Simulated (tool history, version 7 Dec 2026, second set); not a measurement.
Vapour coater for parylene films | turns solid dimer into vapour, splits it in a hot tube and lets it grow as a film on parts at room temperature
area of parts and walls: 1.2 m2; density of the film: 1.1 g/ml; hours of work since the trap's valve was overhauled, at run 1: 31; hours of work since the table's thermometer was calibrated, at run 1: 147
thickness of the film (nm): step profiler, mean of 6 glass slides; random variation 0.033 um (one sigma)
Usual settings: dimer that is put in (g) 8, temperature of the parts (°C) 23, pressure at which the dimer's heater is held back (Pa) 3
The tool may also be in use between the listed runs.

run     day  dimer that is put in (g)  temperature of the parts (°C)  pressure at which the dimer's heater is held back (Pa)  hours of work since the trap's valve was overhauled  hours of work since the table's thermometer was calibrated  thickness of the film (nm)
  1       0                         8                             23                                                       3                                                   31                                                         147                        3340
  2   2.354                         8                             20                                                       3                                                   80                                                         196                        3580
  3   3.825                         8                             20                                                       3                                                  111                                                         227                        3540
  4   5.183                         8                             23                                                       3                                                  140                                                         256                        3270
  5   6.712                        12                             23                                                       3                                                  172                                                         288                        4810
  6   9.062                        12                             23                                                       3                                                  221                                                         337                        4760
  7  11.329                         3                             23                                                       3                                                  268                                                         384                        1170
  8  12.879                         3                             23                                                    2.08                                                  301                                                         417                        1300
  9  14.383                         3                             23                                                    2.08                                                  332                                                         448                        1290
 10    16.8                         8                             23                                                       3                                                  383                                                         499                        3140
 11  18.771                         8                             23                                                       3                                                  424                                                         540                        3070
     19.929  -- trap's valve overhauled
 12  21.225                         8                             23                                                       3                                                   27                                                         588                        2960
 13    22.5                         8                             23                                                       3                                                   54                                                         615                        2950
 14  23.862                         8                             23                                                       3                                                   82                                                         644                        2990
 15  25.129                         8                             23                                                       3                                                  109                                                         670                        2950
 16   27.35                         3                             23                                                       3                                                  156                                                         717                        1090
 17  29.821                         3                             23                                                    4.03                                                  207                                                         769                        1010
 18  32.121                         3                             23                                                    4.03                                                  256                                                         817                        1040
     33.596  -- trap's valve overhauled, once more
 19  33.596                         3                             23                                                    4.03                                                    0                                                         844                        1190
 20  34.708                         8                             23                                                       3                                                   23                                                         867                        3360
 21  35.942                         3                             23                                                       3                                                   49                                                         893                        1290
 22  37.071                         8                             23                                                       3                                                   73                                                         917                        3370
 23  39.396                         8                             23                                                       3                                                  122                                                         966                        3330
 24  40.554                         8                             19                                                    2.22                                                  146                                                         990                        3900
 25  42.104                         8                             19                                                    2.22                                                  178                                                        1022                        3850
 26  44.175                         4                             18                                                    2.22                                                  222                                                        1066                        2010
 27  45.904                         4                             18                                                    2.22                                                  258                                                        1102                        2020
 28  47.462                         4                             18                                                    2.22                                                  291                                                        1135                        1990
 29  49.546                        11                             15                                                    2.34                                                  334                                                        1178                        5830
 30  51.446                         6                             26                                                    4.64                                                  374                                                        1218                        1990
 31  52.604                         6                             26                                                    4.64                                                  398                                                        1243                        2040
 32  54.329                         6                             24                                                    4.64                                                  435                                                        1279                        2070
     54.988  -- trap's valve overhauled
 33  56.625                         6                             24                                                    4.64                                                   34                                                        1323                        2250
 34  59.042                        12                             19                                                    5.45                                                   85                                                        1374                        4920
     60.475  -- table's thermometer calibrated
 35  61.396                         8                             23                                                    3.91                                                  133                                                          19                        3070
 36    63.3                        13                             15                                                    8.74                                                  173                                                          59                        5180
 37  65.625                         9                             20                                                    6.94                                                  222                                                         108                        3250
 38  67.658                         9                             20                                                    6.94                                                  265                                                         151                        3210
 39  68.792                         9                             33                                                    4.75                                                  288                                                         174                        2500
 40  71.292                        11                             16                                                    4.75                                                  341                                                         227                        4710
 41  73.296                        11                             16                                                    4.75                                                  383                                                         269                        4680
 42  75.325                        11                             16                                                    4.75                                                  425                                                         311                        4560
     76.388  -- trap's valve overhauled
 43  77.596                         4                             23                                                       3                                                   25                                                         355                        1630
 44  79.425                        12                             33                                                       3                                                   64                                                         394                        3860
 45  81.317                        12                             33                                                       3                                                  103                                                         433                        3850
 46  83.062                         6                             24                                                    6.68                                                  140                                                         470                        2010

Forecast each of these 4 alternatives for the next run:
  A  85.004                         4                             17                                                   10.19                                                  181                                                         511                           ?
  B  85.004                         3                             27                                                    3.44                                                  181                                                         511                           ?
  C  85.004                         4                             24                                                    6.68                                                  181                                                         511                           ?
  D  85.004                         9                             19                                                     5.8                                                  181                                                         511                           ?

run  thickness of the film (nm)
  A                        1450
  B                        1100
  C                        1350
  D                        3480
Without the tool's hidden state the same runs would have given:
run  thickness of the film (nm)
  A                        1490
  B                        1130
  C                        1380
  D                        3560

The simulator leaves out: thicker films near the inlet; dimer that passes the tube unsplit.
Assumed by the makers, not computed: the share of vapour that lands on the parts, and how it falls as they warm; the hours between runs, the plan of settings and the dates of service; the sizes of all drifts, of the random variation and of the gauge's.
